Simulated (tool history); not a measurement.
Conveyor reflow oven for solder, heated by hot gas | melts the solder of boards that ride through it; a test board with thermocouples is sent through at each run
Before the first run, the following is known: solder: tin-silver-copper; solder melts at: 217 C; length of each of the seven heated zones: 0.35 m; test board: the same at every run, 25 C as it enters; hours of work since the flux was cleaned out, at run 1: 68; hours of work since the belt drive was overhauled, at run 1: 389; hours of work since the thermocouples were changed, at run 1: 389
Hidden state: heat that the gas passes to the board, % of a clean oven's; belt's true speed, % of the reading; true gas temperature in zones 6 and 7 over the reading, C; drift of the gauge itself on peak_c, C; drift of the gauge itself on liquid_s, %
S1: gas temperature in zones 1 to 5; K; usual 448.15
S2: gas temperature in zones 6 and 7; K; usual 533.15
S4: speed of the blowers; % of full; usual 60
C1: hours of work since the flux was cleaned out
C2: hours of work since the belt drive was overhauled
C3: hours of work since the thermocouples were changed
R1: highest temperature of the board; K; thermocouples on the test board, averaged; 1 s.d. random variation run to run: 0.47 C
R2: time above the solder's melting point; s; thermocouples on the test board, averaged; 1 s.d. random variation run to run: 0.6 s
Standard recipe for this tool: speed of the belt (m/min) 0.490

{"run": 1, "hour": 0.0, "S1": 448.15, "S2": 533.15, "speed of the belt (m/min)": 0.49, "S4": 60, "C1": 68, "C2": 389, "C3": 389, "R1": 516.65, "R2": 55.7}
{"run": 2, "hour": 26.7, "S1": 448.15, "S2": 533.15, "speed of the belt (m/min)": 0.49, "S4": 60, "C1": 83, "C2": 403, "C3": 403, "R1": 516.15, "R2": 55.5}
{"run": 3, "hour": 50.6, "S1": 448.15, "S2": 533.15, "speed of the belt (m/min)": 0.49, "S4": 60, "C1": 96, "C2": 416, "C3": 416, "R1": 517.35, "R2": 55.9}
{"run": 4, "hour": 73.3, "S1": 448.15, "S2": 533.15, "speed of the belt (m/min)": 0.49, "S4": 60, "C1": 108, "C2": 428, "C3": 428, "R1": 516.75, "R2": 55.8}
{"run": 5, "hour": 96.1, "S1": 448.15, "S2": 533.15, "speed of the belt (m/min)": 0.49, "S4": 60, "C1": 120, "C2": 441, "C3": 441, "R1": 516.25, "R2": 55.2}
{"run": 6, "hour": 117.8, "S1": 448.15, "S2": 533.15, "speed of the belt (m/min)": 0.49, "S4": 60, "C1": 132, "C2": 453, "C3": 453, "R1": 517.05, "R2": 55.4}
{"run": 7, "hour": 140.7, "S1": 448.15, "S2": 533.15, "speed of the belt (m/min)": 0.49, "S4": 60, "C1": 145, "C2": 465, "C3": 465, "R1": 516.25, "R2": 55.6}
{"run": 8, "hour": 161.1, "S1": 448.15, "S2": 533.15, "speed of the belt (m/min)": 0.49, "S4": 60, "C1": 156, "C2": 476, "C3": 476, "R1": 517.15, "R2": 55.0}
{"run": 9, "hour": 183.0, "S1": 448.15, "S2": 533.15, "speed of the belt (m/min)": 0.49, "S4": 60, "C1": 168, "C2": 488, "C3": 488, "R1": 515.95, "R2": 56.2}
{"run": 10, "hour": 194.3, "S1": 448.15, "S2": 533.15, "speed of the belt (m/min)": 0.49, "S4": 60, "C1": 174, "C2": 494, "C3": 494, "R1": 516.35, "R2": 55.4}
{"hour": 221.6, "done": "flux residue cleaned out of gas plates and filters"}
{"run": 11, "hour": 222.8, "S1": 448.15, "S2": 533.15, "speed of the belt (m/min)": 0.49, "S4": 60, "C1": 1, "C2": 507, "C3": 507, "R1": 517.45, "R2": 55.6}
{"run": 12, "hour": 249.5, "S1": 448.15, "S2": 537.15, "speed of the belt (m/min)": 0.49, "S4": 60, "C1": 15, "C2": 521, "C3": 521, "R1": 520.45, "R2": 58.7}
{"run": 13, "hour": 275.7, "S1": 448.15, "S2": 537.15, "speed of the belt (m/min)": 0.49, "S4": 60, "C1": 29, "C2": 535, "C3": 535, "R1": 520.15, "R2": 60.4}
{"run": 14, "hour": 288.2, "S1": 448.15, "S2": 537.15, "speed of the belt (m/min)": 0.49, "S4": 60, "C1": 36, "C2": 542, "C3": 542, "R1": 519.75, "R2": 59.5}
{"run": 15, "hour": 302.7, "S1": 448.15, "S2": 537.15, "speed of the belt (m/min)": 0.49, "S4": 60, "C1": 44, "C2": 550, "C3": 550, "R1": 519.75, "R2": 59.4}
{"run": 16, "hour": 320.0, "S1": 434.15, "S2": 533.15, "speed of the belt (m/min)": 0.455, "S4": 60, "C1": 53, "C2": 560, "C3": 560, "R1": 517.45, "R2": 55.3}
{"run": 17, "hour": 337.6, "S1": 439.15, "S2": 526.15, "speed of the belt (m/min)": 0.52, "S4": 60, "C1": 63, "C2": 569, "C3": 569, "R1": 507.55, "R2": 37.4}
{"run": 18, "hour": 364.6, "S1": 448.15, "S2": 537.15, "speed of the belt (m/min)": 0.523, "S4": 53, "C1": 78, "C2": 584, "C3": 584, "R1": 515.35, "R2": 48.6}
{"run": 19, "hour": 384.2, "S1": 448.15, "S2": 537.15, "speed of the belt (m/min)": 0.414, "S4": 62, "C1": 88, "C2": 594, "C3": 594, "R1": 525.45, "R2": 78.3}
{"run": 20, "hour": 400.4, "S1": 448.15, "S2": 537.15, "speed of the belt (m/min)": 0.414, "S4": 62, "C1": 97, "C2": 603, "C3": 603, "R1": 525.25, "R2": 78.3}
{"run": 21, "hour": 427.1, "S1": 448.15, "S2": 533.15, "speed of the belt (m/min)": 0.49, "S4": 60, "C1": 111, "C2": 618, "C3": 618, "R1": 516.45, "R2": 56.7}
{"run": 22, "hour": 448.6, "S1": 439.15, "S2": 528.15, "speed of the belt (m/min)": 0.556, "S4": 85, "C1": 123, "C2": 629, "C3": 629, "R1": 513.15, "R2": 43.7}
{"run": 23, "hour": 470.4, "S1": 439.15, "S2": 528.15, "speed of the belt (m/min)": 0.556, "S4": 85, "C1": 135, "C2": 641, "C3": 641, "R1": 514.05, "R2": 44.6}
{"run": 24, "hour": 489.2, "S1": 439.15, "S2": 528.15, "speed of the belt (m/min)": 0.556, "S4": 85, "C1": 145, "C2": 651, "C3": 651, "R1": 513.85, "R2": 44.7}
{"run": 25, "hour": 502.7, "S1": 439.15, "S2": 528.15, "speed of the belt (m/min)": 0.556, "S4": 85, "C1": 152, "C2": 659, "C3": 659, "R1": 513.55, "R2": 45.3}
{"run": 26, "hour": 522.1, "S1": 458.15, "S2": 528.15, "speed of the belt (m/min)": 0.556, "S4": 85, "C1": 163, "C2": 669, "C3": 669, "R1": 516.85, "R2": 53.8}
{"run": 27, "hour": 534.5, "S1": 458.15, "S2": 528.15, "speed of the belt (m/min)": 0.556, "S4": 85, "C1": 170, "C2": 676, "C3": 676, "R1": 516.85, "R2": 55.1}
{"run": 28, "hour": 554.5, "S1": 457.15, "S2": 528.15, "speed of the belt (m/min)": 0.556, "S4": 85, "C1": 180, "C2": 687, "C3": 687, "R1": 516.35, "R2": 54.5}
{"hour": 568.8, "done": "flux residue cleaned out of gas plates and filters"}
{"run": 29, "hour": 574.9, "S1": 457.15, "S2": 528.15, "speed of the belt (m/min)": 0.556, "S4": 85, "C1": 3, "C2": 695, "C3": 695, "R1": 516.95, "R2": 55.0}
{"run": 30, "hour": 592.9, "S1": 440.15, "S2": 544.15, "speed of the belt (m/min)": 0.556, "S4": 76, "C1": 13, "C2": 705, "C3": 705, "R1": 525.55, "R2": 54.0}

Each row is a separate what-if for the run after 30, all from the same tool condition, not one after another. Results?
{"run": "A", "hour": 618.2, "S1": 443.15, "S2": 546.15, "speed of the belt (m/min)": 0.49, "S4": 68, "C1": 27, "C2": 718, "C3": 718, "R1": "?", "R2": "?"}
{"run": "B", "hour": 618.2, "S1": 461.15, "S2": 539.15, "speed of the belt (m/min)": 0.49, "S4": 60, "C1": 27, "C2": 718, "C3": 718, "R1": "?", "R2": "?"}
{"run": "C", "hour": 618.2, "S1": 440.15, "S2": 544.15, "speed of the belt (m/min)": 0.48, "S4": 76, "C1": 27, "C2": 718, "C3": 718, "R1": "?", "R2": "?"}

run=A R1=529.45 R2=64.6
run=B R1=523.75 R2=68.6
run=C R1=530.35 R2=67.7
What these runs would have given with no unlogged condition in the tool:
run=A R1=529.25 R2=64.3
run=B R1=523.55 R2=68.3
run=C R1=530.15 R2=67.5
